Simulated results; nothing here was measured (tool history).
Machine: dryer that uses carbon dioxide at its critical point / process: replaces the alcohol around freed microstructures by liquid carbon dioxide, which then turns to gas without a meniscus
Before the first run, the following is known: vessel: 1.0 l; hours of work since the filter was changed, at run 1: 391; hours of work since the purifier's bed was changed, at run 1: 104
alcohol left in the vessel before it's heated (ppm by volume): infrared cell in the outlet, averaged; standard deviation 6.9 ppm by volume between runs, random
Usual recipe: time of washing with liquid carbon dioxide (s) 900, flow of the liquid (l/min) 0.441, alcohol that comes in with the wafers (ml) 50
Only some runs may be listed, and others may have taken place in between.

run    day  time of washing with liquid carbon dioxide (s)  flow of the liquid (l/min)  alcohol that comes in with the wafers (ml)  hours of work since the filter was changed  hours of work since the purifier's bed was changed  alcohol left in the vessel before it's heated (ppm by volume)
  1      0                                             900                       0.441                                          50                                         391                                                 104                                                            468
  2  0.483                                             900                       0.441                                          50                                         395                                                 108                                                            456
  3  1.025                                             900                       0.441                                          66                                         399                                                 112                                                            621
  4    1.5                                             600                       0.441                                          50                                         402                                                 115                                                           2116
  5  1.783                                             600                       0.311                                          50                                         404                                                 117                                                           5879
  6  2.338                                             900                       0.731                                          50                                         408                                                 121                                                             35
  7  2.904                                             900                       0.731                                          50                                         413                                                 126                                                             19
  8  3.154                                             900                       0.441                                          50                                         414                                                 128                                                            476
  9  3.546                                             900                       0.542                                          50                                         417                                                 130                                                            157
 10  4.079                                             900                       0.542                                          50                                         421                                                 134                                                            158
 11   4.45                                             660                       0.385                                          26                                         424                                                 137                                                           1359

For run 12, what comes out?
 12  4.912                                             900                       0.441                                          99                                         428                                                 141                                                              ?

alcohol left in the vessel before it's heated (ppm by volume): 972
If the tool had no hidden condition, the same run with the same run-to-run variation would have returned alcohol left in the vessel before it's heated (ppm by volume) 637.

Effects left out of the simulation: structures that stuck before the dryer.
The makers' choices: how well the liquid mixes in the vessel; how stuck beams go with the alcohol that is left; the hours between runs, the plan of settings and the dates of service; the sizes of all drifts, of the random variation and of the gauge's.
